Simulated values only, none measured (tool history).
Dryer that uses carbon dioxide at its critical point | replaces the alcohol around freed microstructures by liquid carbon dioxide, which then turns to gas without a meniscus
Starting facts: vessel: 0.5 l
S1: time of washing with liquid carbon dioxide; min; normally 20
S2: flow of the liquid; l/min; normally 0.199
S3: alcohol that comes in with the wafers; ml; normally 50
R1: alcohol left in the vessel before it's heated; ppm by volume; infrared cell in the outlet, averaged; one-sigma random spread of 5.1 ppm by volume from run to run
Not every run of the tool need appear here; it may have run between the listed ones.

run 1 day=0.000 | S1=20 S2=0.199 S3=50 | R1=74
run 2 day=1.150 | S1=20 S2=0.267 S3=50 | R1=18
run 3 day=2.467 | S1=20 S2=0.267 S3=50 | R1=6
run 4 day=4.062 | S1=20 S2=0.267 S3=50 | R1=16
run 5 day=5.308 | S1=20 S2=0.267 S3=50 | R1=19
run 6 day=6.521 | S1=20 S2=0.267 S3=50 | R1=24
run 7 day=8.258 | S1=20 S2=0.267 S3=50 | R1=26
run 8 day=9.929 | S1=20 S2=0.182 S3=50 | R1=213
run 9 day=11.229 | S1=21 S2=0.182 S3=50 | R1=177
run 10 day=13.162 | S1=21 S2=0.182 S3=50 | R1=186
run 11 day=14.521 | S1=21 S2=0.182 S3=50 | R1=205
-- day=15.021 inlet filter changed
run 12 day=15.558 | S1=21 S2=0.182 S3=50 | R1=81
run 13 day=16.808 | S1=21 S2=0.182 S3=50 | R1=89
run 14 day=18.771 | S1=20 S2=0.199 S3=50 | R1=83
run 15 day=19.725 | S1=20 S2=0.199 S3=50 | R1=84
run 16 day=21.833 | S1=20 S2=0.199 S3=50 | R1=97
run 17 day=22.746 | S1=20 S2=0.199 S3=50 | R1=108
run 18 day=24.042 | S1=20 S2=0.199 S3=50 | R1=111
run 19 day=25.892 | S1=20 S2=0.199 S3=50 | R1=123
run 20 day=26.867 | S1=20 S2=0.199 S3=50 | R1=109
run 21 day=28.229 | S1=20 S2=0.199 S3=50 | R1=134
run 22 day=29.304 | S1=20 S2=0.199 S3=71 | R1=176
run 23 day=31.312 | S1=20 S2=0.199 S3=71 | R1=199
run 24 day=32.221 | S1=20 S2=0.199 S3=71 | R1=217
run 25 day=33.917 | S1=12 S2=0.119 S3=45 | R1=8015
run 26 day=35.554 | S1=21 S2=0.199 S3=50 | R1=145
-- day=36.142 inlet filter changed
run 27 day=37.312 | S1=21 S2=0.199 S3=56 | R1=75
run 28 day=38.304 | S1=14 S2=0.125 S3=59 | R1=3906
run 29 day=40.042 | S1=16 S2=0.295 S3=62 | R1=49
run 30 day=41.100 | S1=16 S2=0.295 S3=62 | R1=67
run 31 day=43.004 | S1=17 S2=0.199 S3=94 | R1=418
run 32 day=45.196 | S1=17 S2=0.199 S3=94 | R1=441
run 33 day=46.488 | S1=17 S2=0.214 S3=55 | R1=217
run 34 day=47.438 | S1=20 S2=0.208 S3=68 | R1=134
run 35 day=49.033 | S1=16 S2=0.158 S3=99 | R1=2411
run 36 day=50.779 | S1=14 S2=0.180 S3=30 | R1=807
run 37 day=52.612 | S1=24 S2=0.191 S3=113 | R1=150
run 38 day=53.679 | S1=14 S2=0.123 S3=80 | R1=8424
run 39 day=55.433 | S1=14 S2=0.123 S3=80 | R1=8739
run 40 day=56.371 | S1=16 S2=0.179 S3=50 | R1=957
-- day=57.275 inlet filter changed
run 41 day=58.112 | S1=20 S2=0.230 S3=30 | R1=59
run 42 day=60.254 | S1=20 S2=0.230 S3=30 | R1=72
run 43 day=62.425 | S1=27 S2=0.321 S3=101 | R1=53
run 44 day=63.562 | S1=27 S2=0.321 S3=101 | R1=55
run 45 day=64.912 | S1=17 S2=0.290 S3=39 | R1=77
run 46 day=66.612 | S1=17 S2=0.290 S3=39 | R1=61
run 47 day=67.667 | S1=13 S2=0.289 S3=68 | R1=241
run 48 day=69.733 | S1=13 S2=0.289 S3=68 | R1=277

Predict each of these 3 candidate next runs independently; none follows another, all start after run 48:
run A day=71.592 | S1=14 S2=0.199 S3=70 | R1=?
run B day=71.592 | S1=29 S2=0.130 S3=41 | R1=?
run C day=71.592 | S1=16 S2=0.289 S3=27 | R1=?

run=A R1=1187
run=B R1=180
run=C R1=85
Take away the tool's hidden state, keep each run's random variation, and the runs would have read:
run=A R1=616
run=B R1=56
run=C R1=13

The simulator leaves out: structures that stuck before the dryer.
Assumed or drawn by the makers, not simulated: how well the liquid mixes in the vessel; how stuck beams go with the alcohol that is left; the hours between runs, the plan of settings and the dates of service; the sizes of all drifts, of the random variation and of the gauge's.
